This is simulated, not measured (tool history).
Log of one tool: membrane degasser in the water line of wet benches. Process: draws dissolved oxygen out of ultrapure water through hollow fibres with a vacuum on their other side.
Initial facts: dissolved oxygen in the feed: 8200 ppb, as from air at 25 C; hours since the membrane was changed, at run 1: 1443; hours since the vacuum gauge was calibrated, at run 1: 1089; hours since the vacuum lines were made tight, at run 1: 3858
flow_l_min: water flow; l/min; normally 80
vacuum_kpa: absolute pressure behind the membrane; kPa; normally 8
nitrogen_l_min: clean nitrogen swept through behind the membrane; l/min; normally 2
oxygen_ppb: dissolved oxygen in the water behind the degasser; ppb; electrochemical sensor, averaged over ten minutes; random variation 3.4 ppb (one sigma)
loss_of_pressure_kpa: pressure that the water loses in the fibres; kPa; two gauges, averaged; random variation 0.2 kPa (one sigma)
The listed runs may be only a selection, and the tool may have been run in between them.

| run | day | flow_l_min | vacuum_kpa | nitrogen_l_min | hours since the membrane was changed | hours since the vacuum gauge was calibrated | hours since the vacuum lines were made tight | oxygen_ppb | loss_of_pressure_kpa |
|---|---|---|---|---|---|---|---|---|---|
| 1 | 0 | 80 | 8 | 2 | 1443 | 1089 | 3858 | 392.4 | 47 |
| 2 | 13.821 | 80 | 8 | 2 | 1775 | 1421 | 4189 | 393.1 | 46.62 |
| 3 | 23.083 | 80 | 8 | 2 | 1997 | 1643 | 4412 | 396.5 | 46.79 |
| 4 | 31.104 | 80 | 8 | 2 | 2190 | 1836 | 4604 | 394.7 | 46.54 |
| 5 | 38.312 | 80 | 8 | 2 | 2363 | 2009 | 4777 | 394.7 | 46.6 |
|  | 39.475 | seals of the vacuum lines changed |
| 6 | 50.15 | 80 | 6.77 | 2 | 2645 | 2291 | 256 | 303.7 | 46.78 |
| 7 | 59.375 | 80 | 6.77 | 2 | 2866 | 2512 | 478 | 307.7 | 46.97 |
| 8 | 66.683 | 80 | 6.77 | 2 | 3041 | 2688 | 653 | 307.4 | 47.43 |
| 9 | 76.092 | 80 | 6.77 | 2 | 3267 | 2914 | 879 | 311 | 47.24 |
| 10 | 86.45 | 80 | 8 | 2 | 3516 | 3162 | 1127 | 405.8 | 47.35 |
| 11 | 100.404 | 51 | 8 | 2 | 3851 | 3497 | 1462 | 269.8 | 29.96 |
| 12 | 115.362 | 51 | 8 | 2 | 4210 | 3856 | 1821 | 268.7 | 30.09 |
| 13 | 128.629 | 51 | 8 | 2 | 4528 | 4174 | 2140 | 276.2 | 30.35 |
| 14 | 141.633 | 80 | 8 | 2 | 4840 | 4487 | 2452 | 415.3 | 47.77 |
| 15 | 147.692 | 80 | 8 | 2 | 4986 | 4632 | 2597 | 408.8 | 47.39 |
| 16 | 158.571 | 49 | 8 | 2 | 5247 | 4893 | 2858 | 263.8 | 29.46 |
| 17 | 165.342 | 49 | 8 | 2 | 5409 | 5056 | 3021 | 266.9 | 29.12 |
| 18 | 177.121 | 74 | 6.3 | 4.91 | 5692 | 5338 | 3304 | 133.6 | 44.44 |
| 19 | 188.008 | 74 | 14.59 | 4.84 | 5953 | 5600 | 3565 | 413.7 | 44.52 |
| 20 | 197.846 | 85 | 9.46 | 3.64 | 6189 | 5836 | 3801 | 357.5 | 50.93 |
|  | 208.146 | vacuum gauge calibrated |
| 21 | 212.538 | 104 | 8 | 5.73 | 6541 | 105 | 4153 | 253.3 | 62.57 |
| 22 | 225.154 | 104 | 6.44 | 4.18 | 6844 | 408 | 4456 | 233 | 63.27 |
| 23 | 232.175 | 48 | 8 | 4.53 | 7013 | 577 | 4624 | 122.5 | 29.27 |
|  | 239.842 | seals of the vacuum lines changed |
| 24 | 246.2 | 83 | 8 | 0.85 | 7347 | 911 | 153 | 724.1 | 50.19 |
| 25 | 257.454 | 126 | 11.43 | 0.81 | 7617 | 1181 | 423 | 1552.5 | 76.8 |
| 26 | 267.85 | 126 | 11.43 | 0.81 | 7867 | 1431 | 672 | 1532.7 | 76.89 |
| 27 | 278.758 | 50 | 6.63 | 2 | 8129 | 1693 | 934 | 191.6 | 30.48 |
| 28 | 286 | 59 | 6.63 | 5.2 | 8303 | 1867 | 1108 | 103.2 | 35.96 |
| 29 | 299.196 | 59 | 6.63 | 5.2 | 8619 | 2183 | 1425 | 103.7 | 36.18 |
| 30 | 312.429 | 59 | 6.63 | 5.2 | 8937 | 2501 | 1742 | 102.1 | 36.19 |
| 31 | 326.396 | 80 | 10.28 | 1.77 | 9272 | 2836 | 2077 | 630.9 | 48.78 |
| 32 | 338.254 | 100 | 10.28 | 1.77 | 9557 | 3121 | 2362 | 770 | 61.11 |

Alternative continuations, all from the tool just after run 32; predict every row:
| A | 353.054 | 79 | 8.35 | 0.86 | 9912 | 3476 | 2717 | ? | ? |
| B | 353.054 | 100 | 10.28 | 1.02 | 9912 | 3476 | 2717 | ? | ? |
| C | 353.054 | 64 | 8.2 | 1.81 | 9912 | 3476 | 2717 | ? | ? |
| D | 353.054 | 95 | 10.28 | 0.86 | 9912 | 3476 | 2717 | ? | ? |

| run | oxygen_ppb | loss_of_pressure_kpa |
|---|---|---|
| A | 762.9 | 48.58 |
| B | 1066.9 | 61.64 |
| C | 376.9 | 39.12 |
| D | 1139.5 | 58.89 |
Without the tool's hidden state the same runs would have given:
| run | oxygen_ppb | loss_of_pressure_kpa |
|---|---|---|
| A | 728.3 | 45.56 |
| B | 1026.9 | 57.82 |
| C | 357.2 | 36.69 |
| D | 1100.1 | 55.26 |

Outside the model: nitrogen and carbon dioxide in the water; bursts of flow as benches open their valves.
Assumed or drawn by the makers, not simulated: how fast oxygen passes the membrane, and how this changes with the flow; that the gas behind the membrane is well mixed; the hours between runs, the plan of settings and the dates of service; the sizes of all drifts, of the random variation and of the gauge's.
